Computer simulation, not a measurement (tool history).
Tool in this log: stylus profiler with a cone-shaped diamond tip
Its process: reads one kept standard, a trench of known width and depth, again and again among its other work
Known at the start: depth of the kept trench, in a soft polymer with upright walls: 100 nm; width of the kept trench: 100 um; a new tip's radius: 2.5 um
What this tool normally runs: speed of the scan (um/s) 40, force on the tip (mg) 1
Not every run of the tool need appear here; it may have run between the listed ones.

run    hour  speed of the scan (um/s)  force on the tip (mg)  depth of the trench (Å)  width of the trench's floor (nm)
  1       0                        40                      1                   1006.5                             98120
  2    48.5                        13                      1                     1007                             98390
  3   123.4                        40                   1.71                   1009.1                             98230
  4   195.6                       139                   1.71                   1009.2                             97480
  5   242.2                        40                      1                   1006.9                             98090
  6   308.7                        40                   0.55                   1005.4                             98030
  7   360.9                        40                      1                   1007.4                             98140
  8   438.3                        40                   0.84                   1006.6                             98060
  9   508.4                        40                   0.84                   1007.3                             98170
 10     585                        40                   0.84                   1006.9                             98050
 11   661.2                        40                   0.84                   1007.2                             98010
 12   731.2                        40                   0.94                   1007.7                             98110
 13   822.3                        40                   1.65                   1009.8                             98190
 14     886                        40                   1.65                   1010.2                             98200
 15   924.6                        40                      1                     1008                             98100
 16   982.9                        40                      1                   1007.9                             98070
 17  1073.7                        40                      1                     1008                             98070
     1127.4  -- height scale calibrated on a step standard
 18  1156.1                        40                      1                   1005.7                             98040
 19  1233.5                        40                      1                   1005.6                             98080
 20  1278.2                        40                      1                   1005.9                             98100
 21  1357.7                        40                   2.86                   1011.3                             98200
 22  1395.3                        40                      1                   1006.3                             98060
 23  1478.9                        40                      1                   1006.3                             98050
 24  1551.2                        40                      1                   1006.3                             98040
 25  1606.2                        54                    2.7                   1011.2                             98090
 26  1656.6                        52                   1.59                     1008                             98050
 27  1699.6                        52                   1.59                     1008                             98060
 28  1771.4                        27                   0.96                   1006.7                             98220
 29  1850.5                        15                   2.63                   1011.1                             98360
 30  1909.3                        15                   2.63                   1011.3                             98300
 31  1950.3                        15                   2.63                   1011.3                             98390
 32  2015.9                        15                   2.63                   1011.3                             98340
 33  2059.5                        15                   2.63                   1011.6                             98320
 34  2147.4                        15                   2.63                   1011.7                             98230
 35  2238.5                        15                   2.63                   1011.8                             98340
 36  2320.8                        13                   2.63                   1011.7                             98330
 37  2377.3                        13                   2.63                   1011.9                             98320
 38  2448.3                        28                    0.4                   1004.9                             97980
 39  2488.3                        28                    0.4                   1005.1                             97930
 40  2570.7                        28                    0.4                   1005.3                             97940
 41  2617.4                        41                   1.06                     1008                             97970
 42  2671.2                        44                   0.58                   1006.2                             97880
 43    2751                        26                      1                   1007.8                             98140
 44  2809.8                        26                      1                   1007.8                             98130
 45  2902.2                        26                      1                   1008.2                             98080
 46  2994.8                        34                      1                   1008.2                             98060
 47  3051.9                        25                   0.36                   1005.8                             97970

For some of the steps in depth of the trench (Å) from one run to the next: how much would appear even if the tool had no hidden state, given the settings, what came in and random variation, and how much remains for the hidden state plus any gauge scatter that the measured result and the result without hidden state don't share?
Hidden state at play: radius of the tip, um; height scale over the true one, %; drift of the gauge itself on depth_nm, %; drift of the gauge itself on floor_um, %.
Run 10 -> 11: no setting changed, nothing entered. depth of the trench (Å) +0.3: hidden state +0.2, all else +0.1.
Run 12 -> 13: force on the tip (mg) 0.94 -> 1.65. depth of the trench (Å) +2.1: hidden state +0.2, all else +1.9.
Run 17 -> 18: height scale calibrated on a step standard. depth of the trench (Å) -2.3: hidden state -2.5, all else +0.2.
Run 20 -> 21: force on the tip (mg) 1 -> 2.86. depth of the trench (Å) +5.4: hidden state +0.2, all else +5.2.
Run 21 -> 22: force on the tip (mg) 2.86 -> 1. depth of the trench (Å) -5: hidden state +0.1, all else -5.1.
Run 37 -> 38: speed of the scan (um/s) 13 -> 28, force on the tip (mg) 2.63 -> 0.4. depth of the trench (Å) -7: hidden state +0.1, all else -7.1.
